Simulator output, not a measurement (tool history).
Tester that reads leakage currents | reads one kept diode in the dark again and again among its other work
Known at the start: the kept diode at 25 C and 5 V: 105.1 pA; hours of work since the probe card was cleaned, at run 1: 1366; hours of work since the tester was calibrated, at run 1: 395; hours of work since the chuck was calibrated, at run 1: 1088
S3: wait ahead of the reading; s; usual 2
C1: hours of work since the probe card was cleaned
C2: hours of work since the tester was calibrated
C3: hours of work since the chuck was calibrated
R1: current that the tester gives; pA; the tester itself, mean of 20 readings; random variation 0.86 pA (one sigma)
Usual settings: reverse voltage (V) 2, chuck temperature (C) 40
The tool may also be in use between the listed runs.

{"run": 1, "hour": 0.0, "reverse voltage (V)": 2, "chuck temperature (C)": 40, "S3": 2, "C1": 1366, "C2": 395, "C3": 1088, "R1": 285.32}
{"run": 2, "hour": 96.4, "reverse voltage (V)": 2, "chuck temperature (C)": 40, "S3": 2, "C1": 1423, "C2": 452, "C3": 1145, "R1": 285.47}
{"run": 3, "hour": 178.6, "reverse voltage (V)": 2, "chuck temperature (C)": 40, "S3": 2, "C1": 1472, "C2": 500, "C3": 1194, "R1": 284.56}
{"run": 4, "hour": 239.1, "reverse voltage (V)": 2, "chuck temperature (C)": 40, "S3": 0.84, "C1": 1508, "C2": 536, "C3": 1230, "R1": 285.82}
{"run": 5, "hour": 299.2, "reverse voltage (V)": 2, "chuck temperature (C)": 40, "S3": 0.84, "C1": 1544, "C2": 572, "C3": 1265, "R1": 284.87}
{"run": 6, "hour": 399.9, "reverse voltage (V)": 2, "chuck temperature (C)": 40, "S3": 0.84, "C1": 1603, "C2": 632, "C3": 1325, "R1": 284.47}
{"run": 7, "hour": 469.3, "reverse voltage (V)": 2, "chuck temperature (C)": 40, "S3": 0.84, "C1": 1644, "C2": 673, "C3": 1366, "R1": 285.46}
{"run": 8, "hour": 547.7, "reverse voltage (V)": 2, "chuck temperature (C)": 40, "S3": 0.84, "C1": 1691, "C2": 719, "C3": 1413, "R1": 284.07}
{"run": 9, "hour": 644.5, "reverse voltage (V)": 2, "chuck temperature (C)": 40, "S3": 0.84, "C1": 1748, "C2": 777, "C3": 1470, "R1": 285.17}
{"run": 10, "hour": 736.2, "reverse voltage (V)": 2, "chuck temperature (C)": 40, "S3": 0.84, "C1": 1803, "C2": 831, "C3": 1524, "R1": 284.53}
{"run": 11, "hour": 832.2, "reverse voltage (V)": 2, "chuck temperature (C)": 40, "S3": 0.84, "C1": 1860, "C2": 888, "C3": 1581, "R1": 285.46}
{"run": 12, "hour": 921.3, "reverse voltage (V)": 2, "chuck temperature (C)": 40, "S3": 0.84, "C1": 1912, "C2": 941, "C3": 1634, "R1": 285.09}
{"run": 13, "hour": 980.4, "reverse voltage (V)": 2, "chuck temperature (C)": 23, "S3": 2, "C1": 1947, "C2": 976, "C3": 1669, "R1": 62.5}
{"hour": 1013.6, "done": "chuck's temperature calibrated"}
{"run": 14, "hour": 1079.5, "reverse voltage (V)": 2, "chuck temperature (C)": 34, "S3": 2, "C1": 2005, "C2": 1033, "C3": 39, "R1": 171.66}
{"run": 15, "hour": 1134.0, "reverse voltage (V)": 2, "chuck temperature (C)": 40, "S3": 2, "C1": 2037, "C2": 1065, "C3": 71, "R1": 286.93}
{"run": 16, "hour": 1189.2, "reverse voltage (V)": 2, "chuck temperature (C)": 40, "S3": 2, "C1": 2070, "C2": 1098, "C3": 104, "R1": 285.72}
{"run": 17, "hour": 1289.9, "reverse voltage (V)": 2, "chuck temperature (C)": 40, "S3": 2, "C1": 2130, "C2": 1158, "C3": 164, "R1": 285.12}
{"run": 18, "hour": 1349.6, "reverse voltage (V)": 1.64, "chuck temperature (C)": 40, "S3": 2, "C1": 2165, "C2": 1193, "C3": 199, "R1": 265.79}
{"run": 19, "hour": 1448.2, "reverse voltage (V)": 1.64, "chuck temperature (C)": 40, "S3": 2, "C1": 2223, "C2": 1252, "C3": 258, "R1": 266.63}
{"run": 20, "hour": 1500.6, "reverse voltage (V)": 1.64, "chuck temperature (C)": 40, "S3": 2, "C1": 2255, "C2": 1283, "C3": 289, "R1": 265.95}
{"run": 21, "hour": 1561.7, "reverse voltage (V)": 2.17, "chuck temperature (C)": 23, "S3": 2, "C1": 2291, "C2": 1319, "C3": 325, "R1": 64.96}
{"run": 22, "hour": 1637.1, "reverse voltage (V)": 1.33, "chuck temperature (C)": 56, "S3": 6.73, "C1": 2335, "C2": 1364, "C3": 370, "R1": 889.96}
{"run": 23, "hour": 1734.7, "reverse voltage (V)": 1.33, "chuck temperature (C)": 56, "S3": 6.73, "C1": 2393, "C2": 1421, "C3": 427, "R1": 890.14}
{"run": 24, "hour": 1818.1, "reverse voltage (V)": 12, "chuck temperature (C)": 40, "S3": 1.34, "C1": 2443, "C2": 1471, "C3": 477, "R1": 545.66}

Forecast run 25:
{"run": 25, "hour": 1883.6, "reverse voltage (V)": 12, "chuck temperature (C)": 40, "S3": 1.34, "C1": 2482, "C2": 1510, "C3": 516, "R1": "?"}

R1: 545.93 pA
Without the tool's hidden state the same run would have given R1 545.83 pA.

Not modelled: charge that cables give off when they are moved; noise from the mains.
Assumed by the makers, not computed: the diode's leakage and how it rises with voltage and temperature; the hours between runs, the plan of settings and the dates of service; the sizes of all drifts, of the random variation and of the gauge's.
